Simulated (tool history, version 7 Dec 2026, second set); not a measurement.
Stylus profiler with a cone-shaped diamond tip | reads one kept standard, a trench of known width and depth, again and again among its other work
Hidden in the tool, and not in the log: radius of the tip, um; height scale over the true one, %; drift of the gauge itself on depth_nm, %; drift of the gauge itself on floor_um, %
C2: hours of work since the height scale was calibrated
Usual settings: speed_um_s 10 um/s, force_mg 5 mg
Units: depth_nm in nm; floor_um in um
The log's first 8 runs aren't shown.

{"run": 9, "day": 3.821, "speed_um_s": 10, "force_mg": 4.65, "scans with this tip": 1761, "C2": 295, "depth_nm": 204.49, "floor_um": 97.1}
{"run": 10, "day": 4.35, "speed_um_s": 10, "force_mg": 4.65, "scans with this tip": 1808, "C2": 303, "depth_nm": 204.61, "floor_um": 97.11}
{"run": 11, "day": 4.804, "speed_um_s": 10, "force_mg": 4.65, "scans with this tip": 1849, "C2": 310, "depth_nm": 204.53, "floor_um": 97.11}
{"run": 12, "day": 5.546, "speed_um_s": 10, "force_mg": 4.65, "scans with this tip": 1916, "C2": 321, "depth_nm": 204.75, "floor_um": 97.1}
{"run": 13, "day": 5.917, "speed_um_s": 10, "force_mg": 4.65, "scans with this tip": 1949, "C2": 327, "depth_nm": 204.57, "floor_um": 97.14}
{"run": 14, "day": 6.454, "speed_um_s": 10, "force_mg": 4.65, "scans with this tip": 1997, "C2": 335, "depth_nm": 204.46, "floor_um": 97.1}
{"run": 15, "day": 6.942, "speed_um_s": 10, "force_mg": 4.65, "scans with this tip": 2041, "C2": 342, "depth_nm": 204.46, "floor_um": 97.06}
{"day": 7.008, "done": "height scale calibrated on a step standard"}
{"run": 16, "day": 7.688, "speed_um_s": 10, "force_mg": 4.65, "scans with this tip": 2106, "C2": 10, "depth_nm": 204.63, "floor_um": 97.03}
{"run": 17, "day": 8.25, "speed_um_s": 10, "force_mg": 5, "scans with this tip": 2157, "C2": 19, "depth_nm": 204.83, "floor_um": 97.1}
{"run": 18, "day": 8.996, "speed_um_s": 10, "force_mg": 5, "scans with this tip": 2224, "C2": 30, "depth_nm": 204.74, "floor_um": 97.13}
{"day": 9.1, "done": "height scale calibrated on a step standard, once more"}
{"run": 19, "day": 9.596, "speed_um_s": 10, "force_mg": 5, "scans with this tip": 2276, "C2": 7, "depth_nm": 204.42, "floor_um": 97.09}
{"run": 20, "day": 10.154, "speed_um_s": 10, "force_mg": 14.35, "scans with this tip": 2326, "C2": 16, "depth_nm": 209.21, "floor_um": 97.16}
{"run": 21, "day": 10.525, "speed_um_s": 10, "force_mg": 14.35, "scans with this tip": 2359, "C2": 21, "depth_nm": 209.16, "floor_um": 97.07}
{"run": 22, "day": 11.154, "speed_um_s": 10, "force_mg": 5, "scans with this tip": 2416, "C2": 31, "depth_nm": 204.44, "floor_um": 97.09}
{"run": 23, "day": 11.696, "speed_um_s": 10, "force_mg": 5, "scans with this tip": 2464, "C2": 39, "depth_nm": 204.36, "floor_um": 97.1}
{"run": 24, "day": 12.479, "speed_um_s": 8, "force_mg": 5, "scans with this tip": 2535, "C2": 51, "depth_nm": 204.49, "floor_um": 97.08}
{"run": 25, "day": 13.175, "speed_um_s": 11, "force_mg": 10.55, "scans with this tip": 2597, "C2": 61, "depth_nm": 207.51, "floor_um": 97.11}
{"run": 26, "day": 13.762, "speed_um_s": 31, "force_mg": 2.21, "scans with this tip": 2650, "C2": 70, "depth_nm": 202.64, "floor_um": 96.91}
{"run": 27, "day": 14.121, "speed_um_s": 31, "force_mg": 2.21, "scans with this tip": 2682, "C2": 76, "depth_nm": 202.6, "floor_um": 96.96}
{"run": 28, "day": 14.692, "speed_um_s": 4, "force_mg": 4.12, "scans with this tip": 2733, "C2": 84, "depth_nm": 203.96, "floor_um": 97.09}
{"run": 29, "day": 15.283, "speed_um_s": 4, "force_mg": 4.12, "scans with this tip": 2786, "C2": 93, "depth_nm": 203.99, "floor_um": 97.11}
{"run": 30, "day": 15.925, "speed_um_s": 4, "force_mg": 4.12, "scans with this tip": 2844, "C2": 103, "depth_nm": 204.1, "floor_um": 97.09}
{"run": 31, "day": 16.258, "speed_um_s": 4, "force_mg": 4.12, "scans with this tip": 2874, "C2": 108, "depth_nm": 204.15, "floor_um": 97.1}

Run 32 comes next. What will it give?
{"run": 32, "day": 16.8, "speed_um_s": 5, "force_mg": 2.27, "scans with this tip": 2923, "C2": 116, "depth_nm": "?", "floor_um": "?"}

depth_nm: 202.55 nm
floor_um: 97.07 um
Without the tool's hidden state the same run would have given depth_nm 202.5 nm, floor_um 97.16 um.

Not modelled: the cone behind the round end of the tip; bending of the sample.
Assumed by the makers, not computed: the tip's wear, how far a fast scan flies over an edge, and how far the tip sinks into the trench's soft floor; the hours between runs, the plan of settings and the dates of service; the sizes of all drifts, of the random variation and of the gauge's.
